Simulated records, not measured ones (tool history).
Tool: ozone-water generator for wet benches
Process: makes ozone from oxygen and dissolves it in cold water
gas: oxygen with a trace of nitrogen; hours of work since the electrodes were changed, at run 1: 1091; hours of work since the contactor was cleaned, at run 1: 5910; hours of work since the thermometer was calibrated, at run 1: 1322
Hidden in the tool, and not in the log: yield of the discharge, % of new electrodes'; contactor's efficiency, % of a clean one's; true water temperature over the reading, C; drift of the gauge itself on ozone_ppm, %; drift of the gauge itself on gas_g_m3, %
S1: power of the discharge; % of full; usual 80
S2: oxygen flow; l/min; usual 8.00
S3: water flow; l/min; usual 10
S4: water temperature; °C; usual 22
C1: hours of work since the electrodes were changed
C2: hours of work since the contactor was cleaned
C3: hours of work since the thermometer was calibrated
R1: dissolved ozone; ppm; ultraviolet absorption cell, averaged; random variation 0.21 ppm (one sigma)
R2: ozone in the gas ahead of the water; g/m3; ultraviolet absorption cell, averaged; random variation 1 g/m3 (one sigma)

run	hour	S1	S2	S3	S4	C1	C2	C3	R1	R2
1	0.0	80	8.00	10	22	1091	5910	1322	28.9	171.2
2	27.4	80	11.55	10	22	1118	5937	1349	26.3	140.9
3	50.7	80	11.55	10	22	1141	5959	1372	26.3	141.3
4	65.3	80	8.00	10	26	1155	5974	1386	26.3	170.1
5	87.6	80	8.00	10	26	1177	5996	1408	26.3	170.4
6	121.8	80	8.00	10	26	1211	6029	1441	26.1	170.1
7	153.3	80	8.00	10	26	1242	6060	1472	26.5	169.2
8	178.6	80	8.00	10	26	1267	6085	1497	26.4	171.0
9	200.9	80	8.00	10	26	1288	6107	1519	25.8	168.1
10	218.2	57	8.00	13	22	1305	6124	1536	20.5	137.2
11	246.0	90	8.00	7	22	1333	6151	1563	35.9	181.5
12	275.6	90	8.00	7	22	1362	6180	1592	36.0	180.5
13	301.8	89	14.11	9	25	1388	6206	1618	24.8	134.6
14	320.8	89	14.11	9	25	1406	6224	1637	25.0	134.7
15	346.5	58	14.11	9	17	1431	6250	1662	23.7	104.3

4 ways to go on from here, each from the tool as it stands after run 15. What would each give?
A	376.0	58	14.11	9	24	1460	6279	1691	?	?
B	376.0	80	8.00	11	23	1460	6279	1691	?	?
C	376.0	60	14.11	9	17	1460	6279	1691	?	?
D	376.0	77	14.11	6	25	1460	6279	1691	?	?

run	R1	R2
A	19.5	103.8
B	26.9	169.5
C	24.1	105.6
D	25.3	123.9
Without the tool's hidden state the same runs would have given:
run	R1	R2
A	20.6	107.2
B	28.6	176.5
C	25.4	109.3
D	26.7	128.8
